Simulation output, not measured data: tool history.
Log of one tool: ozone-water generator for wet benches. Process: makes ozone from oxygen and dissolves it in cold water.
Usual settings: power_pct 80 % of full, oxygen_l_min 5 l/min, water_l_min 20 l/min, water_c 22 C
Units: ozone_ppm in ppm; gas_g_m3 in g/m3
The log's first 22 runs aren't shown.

run	hour	power_pct	oxygen_l_min	water_l_min	water_c	ozone_ppm	gas_g_m3
23	2587.2	69	8.5	14	23	14.2	100.6
24	2722.3	42	8.5	14	23	9.6	70.9
25	2805.5	42	3.1	14	26	11.3	130.1
26	2953.6	80	7.77	20	22	12.8	118.3
27	3037.2	95	4.35	17	19	18.5	193
28	3190.6	70	4.35	17	26	13.4	153.4
29	3321.6	48	5	20	22	9.2	107.1
30	3470.2	62	5.36	20	22	10.7	123.4
31	3546.4	80	5	28	15	10.4	155.7
32	3639.6	95	3.22	14	22	21.2	229.4

3 ways to go on from here, each from the tool as it stands after run 32. What would each give?
A	3747.5	95	3.22	31	22	?	?
B	3747.5	85	5	18	22	?	?
C	3747.5	78	3.22	14	22	?	?

run	ozone_ppm	gas_g_m3
A	9.4	230.4
B	15.1	159.8
C	18.4	197.6
Without the tool's hidden state the same runs would have given:
run	ozone_ppm	gas_g_m3
A	10.8	257.8
B	17.2	177.4
C	20.8	218.2
